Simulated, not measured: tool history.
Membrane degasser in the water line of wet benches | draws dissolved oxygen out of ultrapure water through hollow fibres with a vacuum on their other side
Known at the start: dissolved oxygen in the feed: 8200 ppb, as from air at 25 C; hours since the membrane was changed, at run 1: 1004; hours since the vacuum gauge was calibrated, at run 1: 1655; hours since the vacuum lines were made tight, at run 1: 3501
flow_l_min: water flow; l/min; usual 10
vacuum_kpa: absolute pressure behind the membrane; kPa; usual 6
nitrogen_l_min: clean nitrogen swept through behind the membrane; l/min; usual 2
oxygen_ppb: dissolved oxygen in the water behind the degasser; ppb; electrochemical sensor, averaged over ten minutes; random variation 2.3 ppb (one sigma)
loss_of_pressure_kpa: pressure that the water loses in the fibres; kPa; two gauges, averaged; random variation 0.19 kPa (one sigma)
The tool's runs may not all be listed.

| run | hour | flow_l_min | vacuum_kpa | nitrogen_l_min | hours since the membrane was changed | hours since the vacuum gauge was calibrated | hours since the vacuum lines were made tight | oxygen_ppb | loss_of_pressure_kpa |
|---|---|---|---|---|---|---|---|---|---|
| 1 | 0 | 10 | 6 | 2 | 1004 | 1655 | 3501 | 236.9 | 37.28 |
| 2 | 37.2 | 10 | 6 | 2 | 1041 | 1692 | 3538 | 240.4 | 37.97 |
|  | 75.7 | seals of the vacuum lines changed |
| 3 | 81.4 | 10 | 6 | 2 | 1084 | 1735 | 6 | 236.3 | 37.63 |
| 4 | 117 | 10 | 6 | 2 | 1119 | 1770 | 41 | 241.5 | 37.42 |
| 5 | 140.8 | 10 | 6 | 2 | 1143 | 1794 | 65 | 243.7 | 37.71 |
| 6 | 162.5 | 10 | 6 | 2 | 1165 | 1816 | 87 | 242.8 | 37.65 |
| 7 | 185 | 10 | 6 | 2 | 1187 | 1838 | 109 | 242.3 | 37.66 |
| 8 | 231.9 | 10 | 6 | 3.82 | 1234 | 1885 | 156 | 225.3 | 37.49 |
| 9 | 267.3 | 10 | 6 | 3.82 | 1269 | 1920 | 192 | 226.8 | 37.8 |
| 10 | 302.5 | 10 | 6 | 3.82 | 1305 | 1956 | 227 | 224.5 | 37.91 |
| 11 | 342.6 | 10 | 6 | 3.82 | 1345 | 1996 | 267 | 224.7 | 37.67 |
| 12 | 383.4 | 8 | 6 | 3.82 | 1386 | 2037 | 308 | 140.1 | 30.17 |
| 13 | 417.6 | 8 | 6 | 1.17 | 1420 | 2071 | 342 | 175.6 | 30.26 |
| 14 | 453.1 | 9 | 5 | 1.64 | 1455 | 2106 | 377 | 194.7 | 33.95 |
|  | 456 | vacuum gauge calibrated |
| 15 | 475.5 | 14 | 9.31 | 1.64 | 1477 | 19 | 399 | 528 | 52.85 |
| 16 | 512.7 | 14 | 9.31 | 1.64 | 1514 | 57 | 437 | 519.3 | 52.94 |
| 17 | 561.3 | 6 | 9.31 | 1.23 | 1563 | 105 | 485 | 136.2 | 22.78 |
| 18 | 590.6 | 7 | 6.76 | 1.23 | 1592 | 135 | 514 | 142.8 | 26.39 |
|  | 631.1 | vacuum gauge calibrated, once more |
| 19 | 638.6 | 7 | 5.3 | 1.11 | 1640 | 8 | 562 | 121.9 | 26.55 |
| 20 | 687.9 | 7 | 11.79 | 4.5 | 1689 | 57 | 611 | 124.7 | 26.53 |
| 21 | 733.8 | 7 | 4.15 | 1.21 | 1735 | 103 | 657 | 104.6 | 26.4 |
| 22 | 756.6 | 8 | 11.71 | 1.25 | 1758 | 125 | 680 | 256.2 | 30.04 |
| 23 | 776.7 | 8 | 11.71 | 1.25 | 1778 | 146 | 700 | 257.4 | 30.49 |
| 24 | 801.1 | 11 | 6 | 2 | 1802 | 170 | 724 | 296.3 | 41.76 |
| 25 | 830.1 | 11 | 6 | 4.8 | 1831 | 199 | 753 | 273.9 | 41.35 |
| 26 | 873.7 | 10 | 9.74 | 2.04 | 1875 | 243 | 797 | 290.6 | 37.85 |

The same runs without the tool's hidden state, with the same run-to-run variation:
The hidden state here: membrane still open, %; true pressure behind the membrane over the reading, kPa; air that leaks in behind the membrane, l/min; drift of the gauge itself on oxygen_ppb, %; drift of the gauge itself on loss_of_pressure_kpa, %.
| run | oxygen_ppb | loss_of_pressure_kpa |
|---|---|---|
| 1 | 224 | 36.78 |
| 2 | 227 | 37.45 |
| 3 | 224 | 37.09 |
| 4 | 228.5 | 36.87 |
| 5 | 230.4 | 37.15 |
| 6 | 229.3 | 37.08 |
| 7 | 228.5 | 37.07 |
| 8 | 212.1 | 36.88 |
| 9 | 213.1 | 37.17 |
| 10 | 210.6 | 37.26 |
| 11 | 210.5 | 37.01 |
| 12 | 129.8 | 29.62 |
| 13 | 162.8 | 29.69 |
| 14 | 179.8 | 33.31 |
| 15 | 498.7 | 51.83 |
| 16 | 490 | 51.9 |
| 17 | 125.8 | 22.32 |
| 18 | 129.7 | 25.84 |
| 19 | 113.2 | 25.98 |
| 20 | 115.6 | 25.94 |
| 21 | 95.3 | 25.8 |
| 22 | 243.3 | 29.34 |
| 23 | 244.2 | 29.78 |
| 24 | 275.3 | 40.79 |
| 25 | 252.8 | 40.36 |
| 26 | 271.3 | 36.93 |
